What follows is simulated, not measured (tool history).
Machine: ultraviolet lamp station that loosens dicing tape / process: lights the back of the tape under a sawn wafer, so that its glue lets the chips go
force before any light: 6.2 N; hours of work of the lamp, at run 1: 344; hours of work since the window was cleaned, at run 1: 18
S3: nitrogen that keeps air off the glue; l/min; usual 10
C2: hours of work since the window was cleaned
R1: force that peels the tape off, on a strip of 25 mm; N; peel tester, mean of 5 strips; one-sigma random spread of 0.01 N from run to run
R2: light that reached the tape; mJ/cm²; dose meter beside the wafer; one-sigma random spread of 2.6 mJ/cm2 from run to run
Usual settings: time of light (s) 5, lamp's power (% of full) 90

Run 1, hour 0.0: usual settings; hours of work of the lamp 344; C2 18. Result: R1 0.589 N, R2 302 mJ/cm².
Run 2, hour 84.0: usual settings; hours of work of the lamp 384; C2 58. Result: R1 0.611 N, R2 302 mJ/cm².
Run 3, hour 171.0: usual settings but time of light (s) 8; hours of work of the lamp 425; C2 99. Result: R1 0.211 N, R2 478 mJ/cm².
Run 4, hour 227.1: usual settings but time of light (s) 8; hours of work of the lamp 452; C2 126. Result: R1 0.194 N, R2 471 mJ/cm².
Run 5, hour 293.0: usual settings but time of light (s) 8; hours of work of the lamp 483; C2 157. Result: R1 0.215 N, R2 461 mJ/cm².
Run 6, hour 334.0: usual settings but time of light (s) 8; hours of work of the lamp 503; C2 176. Result: R1 0.213 N, R2 454 mJ/cm².
Run 7, hour 395.6: usual settings; hours of work of the lamp 532; C2 206. Result: R1 0.702 N, R2 283 mJ/cm².
Run 8, hour 450.9: usual settings; hours of work of the lamp 559; C2 232. Result: R1 0.705 N, R2 279 mJ/cm².
Run 9, hour 536.4: usual settings; hours of work of the lamp 599; C2 273. Result: R1 0.743 N, R2 275 mJ/cm².
Run 10, hour 619.7: usual settings; hours of work of the lamp 639; C2 312. Result: R1 0.747 N, R2 264 mJ/cm².
Run 11, hour 706.9: usual settings; hours of work of the lamp 680; C2 354. Result: R1 0.807 N, R2 263 mJ/cm².
At hour 715.4: window cleaned of glue's vapour.
Run 12, hour 777.2: usual settings; hours of work of the lamp 714; C2 29. Result: R1 0.863 N, R2 255 mJ/cm².
Run 13, hour 836.7: usual settings; hours of work of the lamp 742; C2 58. Result: R1 0.855 N, R2 251 mJ/cm².
Run 14, hour 886.0: usual settings but time of light (s) 3, lamp's power (% of full) 73, S3 5 l/min; hours of work of the lamp 765; C2 81. Result: R1 2.720 N, R2 118 mJ/cm².
Run 15, hour 966.5: usual settings but time of light (s) 3, lamp's power (% of full) 73, S3 19 l/min; hours of work of the lamp 804; C2 119. Result: R1 2.138 N, R2 119 mJ/cm².
Run 16, hour 1029.0: usual settings but time of light (s) 3, lamp's power (% of full) 73, S3 19 l/min; hours of work of the lamp 833; C2 149. Result: R1 2.141 N, R2 117 mJ/cm².
At hour 1054.2: window cleaned of glue's vapour, once more.
Run 17, hour 1097.5: usual settings but time of light (s) 2, lamp's power (% of full) 64, S3 4 l/min; hours of work of the lamp 866; C2 21. Result: R1 3.862 N, R2 75 mJ/cm².
Run 18, hour 1137.7: usual settings but time of light (s) 2, lamp's power (% of full) 64, S3 4 l/min; hours of work of the lamp 885; C2 40. Result: R1 3.761 N, R2 74 mJ/cm².
Run 19, hour 1193.5: usual settings but lamp's power (% of full) 66, S3 8 l/min; hours of work of the lamp 911; C2 66. Result: R1 1.576 N, R2 188 mJ/cm².
Run 20, hour 1269.0: usual settings but time of light (s) 6, lamp's power (% of full) 79, S3 6 l/min; hours of work of the lamp 947; C2 102. Result: R1 1.040 N, R2 256 mJ/cm².
Run 21, hour 1325.2: usual settings but time of light (s) 2, lamp's power (% of full) 87, S3 3 l/min; hours of work of the lamp 974; C2 129. Result: R1 3.617 N, R2 97 mJ/cm².
Run 22, hour 1396.9: usual settings but time of light (s) 4, lamp's power (% of full) 83, S3 4 l/min; hours of work of the lamp 1008; C2 163. Result: R1 2.227 N, R2 175 mJ/cm².
Run 23, hour 1484.0: usual settings but time of light (s) 3, lamp's power (% of full) 63, S3 14 l/min; hours of work of the lamp 1049; C2 204. Result: R1 2.634 N, R2 103 mJ/cm².
Run 24, hour 1560.7: usual settings but time of light (s) 4, lamp's power (% of full) 61, S3 5 l/min; hours of work of the lamp 1086; C2 241. Result: R1 2.654 N, R2 126 mJ/cm².
Run 25, hour 1600.0: usual settings but time of light (s) 4, lamp's power (% of full) 87, S3 6 l/min; hours of work of the lamp 1105; C2 260. Result: R1 1.852 N, R2 175 mJ/cm².

Table of differences, measured result less the result of that run with no hidden state. Run-to-run variation is the same in both. Gauge scatter possibly is not:
Hidden conditions of the tool in this case: lamp's light, % of a new lamp's; light that the window lets through, % of a clean one's; drift of the gauge itself on peel_n, %; drift of the gauge itself on dose_mj_cm2, %.
run      R1    R2
  1  +0.143   -39
  2  +0.168   -45
  3  +0.067   -81
  4  +0.071   -87
  5  +0.082   -94
  6  +0.085   -97
  7  +0.261   -65
  8  +0.270   -68
  9  +0.303   -74
 10  +0.326   -78
 11  +0.364   -83
 12  +0.418   -91
 13  +0.427   -94
 14  +0.728   -47
 15  +0.760   -50
 16  +0.785   -52
 17  +0.564   -26
 18  +0.561   -27
 19  +0.626   -71
 20  +0.510  -105
 21  +0.733   -40
 22  +0.851   -80
 23  +0.868   -48
 24  +0.901   -64
 25  +0.858   -93

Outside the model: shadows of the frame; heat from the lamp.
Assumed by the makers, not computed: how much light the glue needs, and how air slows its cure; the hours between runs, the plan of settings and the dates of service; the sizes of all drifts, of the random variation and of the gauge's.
